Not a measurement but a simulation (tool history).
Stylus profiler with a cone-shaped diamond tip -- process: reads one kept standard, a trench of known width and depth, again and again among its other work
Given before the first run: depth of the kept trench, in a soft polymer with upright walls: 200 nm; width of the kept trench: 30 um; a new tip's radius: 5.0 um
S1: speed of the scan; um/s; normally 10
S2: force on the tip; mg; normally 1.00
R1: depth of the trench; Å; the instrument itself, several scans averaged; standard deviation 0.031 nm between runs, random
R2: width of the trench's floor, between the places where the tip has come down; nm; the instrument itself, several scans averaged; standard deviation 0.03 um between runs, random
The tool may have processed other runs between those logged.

run   hour  S1    S2      R1     R2
  1    0.0  10  1.00  2019.6  25960
  2   32.9  37  1.00  2019.9  25670
  3  100.0  37  1.00  2019.8  25690
  4  142.2  37  1.00  2019.9  25660
  5  183.5  37  1.00  2020.6  25630
  6  244.2  37  1.00  2020.4  25600
     250.1  -- height scale calibrated on a step standard
  7  288.7  10  1.00  2022.1  25830
  8  346.6  10  0.56  2015.9  25770
  9  395.1  10  0.56  2016.1  25810
     415.1  -- height scale calibrated on a step standard, once more
 10  457.0  10  0.56  2012.4  25720
 11  492.0  10  0.56  2011.8  25700
 12  528.2  10  0.56  2012.9  25780
 13  578.0   2  0.89  2016.7  25830
 14  610.8   2  0.89  2017.2  25810
 15  646.3  19  0.89  2017.2  25590
 16  693.1  19  0.89  2017.4  25620
 17  746.8  19  0.89  2016.7  25570
 18  782.8  19  0.89  2017.9  25570
 19  821.4  12  0.34  2010.1  25620
 20  871.8  12  0.34  2010.7  25540
 21  939.7  12  0.34  2010.2  25480

Run by run, hidden condition taken away, random variation retained:
Hidden conditions of the tool in this case: radius of the tip, um; height scale over the true one, %; drift of the gauge itself on depth_nm, %; drift of the gauge itself on floor_um, %.
run      R1     R2
  1  2018.3  27100
  2  2018.3  26820
  3  2018.1  26870
  4  2017.9  26850
  5  2018.5  26840
  6  2018.2  26840
  7  2018.7  27080
  8  2012.2  27040
  9  2012.2  27110
 10  2012.6  27030
 11  2011.9  27030
 12  2012.9  27130
 13  2016.4  27190
 14  2016.9  27190
 15  2016.7  26970
 16  2016.8  27020
 17  2015.8  26990
 18  2017.0  27010
 19  2009.0  27080
 20  2009.4  27010
 21  2008.7  26980
